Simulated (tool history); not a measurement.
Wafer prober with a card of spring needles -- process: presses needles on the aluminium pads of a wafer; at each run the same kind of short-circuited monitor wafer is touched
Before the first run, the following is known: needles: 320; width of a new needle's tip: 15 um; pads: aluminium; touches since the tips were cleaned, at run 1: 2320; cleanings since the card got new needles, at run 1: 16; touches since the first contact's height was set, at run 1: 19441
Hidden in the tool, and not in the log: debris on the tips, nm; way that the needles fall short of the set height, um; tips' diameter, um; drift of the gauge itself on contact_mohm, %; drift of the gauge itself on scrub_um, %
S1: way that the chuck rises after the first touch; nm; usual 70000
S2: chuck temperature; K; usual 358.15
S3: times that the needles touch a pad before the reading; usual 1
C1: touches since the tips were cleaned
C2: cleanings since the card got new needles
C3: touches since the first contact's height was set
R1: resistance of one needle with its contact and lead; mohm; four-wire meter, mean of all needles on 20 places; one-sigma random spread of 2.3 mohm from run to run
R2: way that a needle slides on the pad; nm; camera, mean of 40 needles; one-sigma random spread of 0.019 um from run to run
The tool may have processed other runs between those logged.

run	hour	S1	S2	S3	C1	C2	C3	R1	R2
1	0.0	70000	358.15	1	2320	16	19441	353	8590
2	5.9	70000	358.15	1	5357	16	22478	403	8630
# hour 8.0: tips cleaned on abrasive film
3	12.4	70000	358.15	1	2290	17	25763	365	8620
4	18.5	70000	358.15	2	5414	17	28887	346	8650
# hour 20.6: tips cleaned on abrasive film
5	29.2	70000	358.15	2	4380	18	34287	345	8620
# hour 33.7: tips cleaned on abrasive film
6	37.4	70000	358.15	2	1922	19	38472	325	8590
7	43.9	70000	358.15	2	5213	19	41763	347	8580
# hour 46.0: tips cleaned on abrasive film
8	50.8	70000	358.15	1	2461	20	45262	374	8560
9	57.7	70000	358.15	1	6009	20	48810	413	8590
# hour 59.0: tips cleaned on abrasive film
10	63.3	70000	391.15	1	2201	21	51606	372	8570
# hour 72.3: tips cleaned on abrasive film
11	75.7	70000	391.15	1	1754	22	57912	362	8530
# hour 85.3: tips cleaned on abrasive film
12	87.0	70000	391.15	1	875	23	63646	323	8560
# hour 98.4: tips cleaned on abrasive film
13	99.6	70000	336.15	1	638	24	70069	300	8530
# hour 110.7: tips cleaned on abrasive film
14	111.0	70000	336.15	1	128	25	75850	278	8510
15	118.9	70000	336.15	1	4179	25	79901	406	8530
# hour 123.4: tips cleaned on abrasive film
16	127.6	70000	336.15	1	2179	26	84325	362	8490
17	134.2	70000	358.15	1	5538	26	87684	413	8500
# hour 136.0: tips cleaned on abrasive film
# hour 142.0: height of the first contact set anew
18	147.1	70000	339.15	1	5520	27	2591	416	8620
# hour 149.5: tips cleaned on abrasive film
19	152.5	88000	326.15	1	1509	28	5307	308	10820
20	160.3	59000	314.15	1	5500	28	9298	471	7270
# hour 162.0: tips cleaned on abrasive film
21	166.3	67000	341.15	2	2159	29	12320	323	8250
# hour 174.7: tips cleaned on abrasive film
22	175.4	87000	302.15	3	363	30	16975	252	10690
23	184.5	61000	304.15	1	5007	30	21619	453	7510
# hour 187.2: tips cleaned on abrasive film
24	192.5	58000	322.15	1	2690	31	25646	429	7090
# hour 200.1: tips cleaned on abrasive film
25	204.7	81000	358.15	3	2351	32	31852	291	9990
# hour 212.9: tips cleaned on abrasive film
26	212.9	63000	304.15	3	0	33	36028	254	7740
27	224.7	63000	322.15	3	6040	33	42068	326	7710
# hour 225.4: tips cleaned on abrasive film
28	231.5	62000	322.15	3	3109	34	45474	310	7580
# hour 237.9: tips cleaned on abrasive film
29	239.2	70000	358.15	3	670	35	49381	285	8550
30	247.7	70000	358.15	3	5050	35	53761	314	8560
# hour 250.6: tips cleaned on abrasive film
31	259.7	70000	358.15	3	4665	36	59851	309	8530
# hour 263.5: tips cleaned on abrasive film
32	271.3	70000	334.15	1	3968	37	65708	411	8500
# hour 276.2: tips cleaned on abrasive film
33	277.0	70000	358.15	1	387	38	68570	297	8520
34	285.8	70000	358.15	1	4938	38	73121	420	8530

4 ways to go on from here, each from the tool as it stands after run 34. What would each give?
# hour 289.3: tips cleaned on abrasive film
A	296.8	70000	358.15	2	3831	39	78678	?	?
# hour 289.3: tips cleaned on abrasive film
B	296.8	70000	358.15	1	3831	39	78678	?	?
# hour 289.3: tips cleaned on abrasive film
C	296.8	85000	306.15	1	3831	39	78678	?	?
# hour 289.3: tips cleaned on abrasive film
D	296.8	76000	358.15	1	3831	39	78678	?	?

run	R1	R2
A	347	8500
B	408	8530
C	354	10360
D	388	9260
Take away the tool's hidden state, keep each run's random variation, and the runs would have read:
run	R1	R2
A	258	8640
B	259	8680
C	240	10500
D	260	9410
